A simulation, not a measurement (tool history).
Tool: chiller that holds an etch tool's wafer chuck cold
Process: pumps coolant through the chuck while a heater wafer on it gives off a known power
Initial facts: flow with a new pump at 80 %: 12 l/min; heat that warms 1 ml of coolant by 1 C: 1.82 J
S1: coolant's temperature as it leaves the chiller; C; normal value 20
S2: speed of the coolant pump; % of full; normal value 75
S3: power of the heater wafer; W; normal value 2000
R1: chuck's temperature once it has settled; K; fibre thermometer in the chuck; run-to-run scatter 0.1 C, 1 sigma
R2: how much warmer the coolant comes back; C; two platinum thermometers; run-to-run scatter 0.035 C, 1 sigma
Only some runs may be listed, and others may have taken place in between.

run 1 hour=0 | S1=20 S2=75 S3=2000 | R1=318.45 R2=5.88
run 2 hour=107.6 | S1=28 S2=75 S3=2000 | R1=326.55 R2=5.9
run 3 hour=302.5 | S1=28 S2=75 S3=2000 | R1=326.35 R2=5.86
run 4 hour=502.2 | S1=28 S2=75 S3=2000 | R1=326.25 R2=5.86
-- hour=675.1 coolant changed, channels flushed
run 5 hour=693.9 | S1=28 S2=75 S3=2000 | R1=326.45 R2=5.91
run 6 hour=863.9 | S1=28 S2=75 S3=2000 | R1=326.35 R2=5.83
run 7 hour=1065 | S1=28 S2=75 S3=2000 | R1=326.35 R2=5.8
run 8 hour=1175.6 | S1=20 S2=75 S3=2000 | R1=318.35 R2=5.8
-- hour=1325.4 chiller's thermometer calibrated
run 9 hour=1348.6 | S1=20 S2=75 S3=2000 | R1=318.25 R2=5.8
run 10 hour=1439.1 | S1=20 S2=75 S3=2000 | R1=318.35 R2=5.81
run 11 hour=1610.8 | S1=20 S2=75 S3=2000 | R1=318.45 R2=5.79
run 12 hour=1707.1 | S1=20 S2=75 S3=2000 | R1=318.25 R2=5.77
run 13 hour=1920.6 | S1=24 S2=75 S3=2000 | R1=322.35 R2=5.69
run 14 hour=2078.1 | S1=24 S2=75 S3=2000 | R1=322.25 R2=5.66
run 15 hour=2259 | S1=24 S2=75 S3=2000 | R1=322.25 R2=5.74
run 16 hour=2353.2 | S1=19 S2=99 S3=2941 | R1=321.65 R2=6.25
run 17 hour=2565 | S1=18 S2=83 S3=1743 | R1=311.45 R2=4.36
run 18 hour=2761.2 | S1=16 S2=72 S3=1327 | R1=306.35 R2=3.85
run 19 hour=2848.3 | S1=16 S2=72 S3=1327 | R1=306.45 R2=3.91
run 20 hour=3058.9 | S1=23 S2=72 S3=2775 | R1=332.15 R2=8.38
run 21 hour=3179.1 | S1=17 S2=73 S3=1243 | R1=306.35 R2=3.55
run 22 hour=3394.1 | S1=17 S2=73 S3=1243 | R1=306.25 R2=3.53
run 23 hour=3516.6 | S1=17 S2=73 S3=1243 | R1=306.35 R2=3.48
run 24 hour=3616.1 | S1=20 S2=77 S3=1100 | R1=306.65 R2=2.91
run 25 hour=3751.7 | S1=19 S2=62 S3=2400 | R1=327.65 R2=8.41

Here are 3 independent what-if runs from the current tool condition. What would each one return?
run A hour=3956.1 | S1=11 S2=74 S3=1139 | R1=? R2=?
run B hour=3956.1 | S1=20 S2=97 S3=2175 | R1=? R2=?
run C hour=3956.1 | S1=20 S2=83 S3=2000 | R1=? R2=?

run=A R1=298.85 R2=3.11
run=B R1=315.35 R2=4.62
run=C R1=316.35 R2=5.05
Take away the tool's hidden state, keep each run's random variation, and the runs would have read:
run=A R1=298.85 R2=3.41
run=B R1=315.35 R2=4.91
run=C R1=316.35 R2=5.35

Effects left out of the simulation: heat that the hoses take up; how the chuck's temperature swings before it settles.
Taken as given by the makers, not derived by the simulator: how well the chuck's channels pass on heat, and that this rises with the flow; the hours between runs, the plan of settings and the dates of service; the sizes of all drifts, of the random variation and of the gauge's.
